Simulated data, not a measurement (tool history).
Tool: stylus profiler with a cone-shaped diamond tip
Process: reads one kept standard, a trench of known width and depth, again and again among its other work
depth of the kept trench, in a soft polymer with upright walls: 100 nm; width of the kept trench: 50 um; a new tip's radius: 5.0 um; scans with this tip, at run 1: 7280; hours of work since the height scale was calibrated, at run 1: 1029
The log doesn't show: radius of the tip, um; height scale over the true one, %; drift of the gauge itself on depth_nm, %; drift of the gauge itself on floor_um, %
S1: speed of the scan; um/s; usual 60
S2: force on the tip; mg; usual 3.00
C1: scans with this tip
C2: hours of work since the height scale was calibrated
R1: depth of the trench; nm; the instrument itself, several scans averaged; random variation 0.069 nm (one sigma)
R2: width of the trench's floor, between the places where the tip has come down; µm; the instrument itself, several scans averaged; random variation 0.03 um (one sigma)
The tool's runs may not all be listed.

run 1 hour=0.0 | S1=60 S2=3.00 | C1=7280 C2=1029 | R1=101.61 R2=47.17
run 2 hour=63.5 | S1=60 S2=1.57 | C1=7512 C2=1062 | R1=100.85 R2=46.97
run 3 hour=125.9 | S1=60 S2=1.57 | C1=7741 C2=1094 | R1=100.93 R2=46.97
run 4 hour=182.7 | S1=60 S2=3.00 | C1=7948 C2=1124 | R1=101.60 R2=47.06
run 5 hour=231.0 | S1=60 S2=3.00 | C1=8124 C2=1149 | R1=101.38 R2=47.05
run 6 hour=296.9 | S1=60 S2=3.00 | C1=8365 C2=1183 | R1=101.56 R2=47.01
run 7 hour=349.2 | S1=60 S2=3.00 | C1=8556 C2=1210 | R1=101.36 R2=47.01
run 8 hour=394.7 | S1=60 S2=3.00 | C1=8723 C2=1233 | R1=101.42 R2=47.01
run 9 hour=432.6 | S1=60 S2=3.00 | C1=8861 C2=1253 | R1=101.52 R2=47.01
run 10 hour=475.9 | S1=191 S2=3.00 | C1=9020 C2=1275 | R1=101.42 R2=46.43
run 11 hour=514.9 | S1=60 S2=3.00 | C1=9162 C2=1295 | R1=101.38 R2=47.02
run 12 hour=544.0 | S1=60 S2=3.00 | C1=9268 C2=1310 | R1=101.43 R2=46.99
run 13 hour=600.7 | S1=60 S2=3.00 | C1=9476 C2=1340 | R1=101.36 R2=46.92
run 14 hour=663.0 | S1=46 S2=1.53 | C1=9703 C2=1372 | R1=100.60 R2=46.94
run 15 hour=706.6 | S1=46 S2=1.53 | C1=9862 C2=1394 | R1=100.52 R2=46.93
run 16 hour=742.7 | S1=46 S2=1.53 | C1=9994 C2=1413 | R1=100.66 R2=46.93

Run 17 comes next. What will it give?
run 17 hour=774.3 | S1=29 S2=4.72 | C1=10110 C2=1429 | R1=? R2=?

R1: 102.13 nm
R2: 47.10 µm
Without the tool's hidden state the same run would have given R1 102.78 nm, R2 47.95 µm.
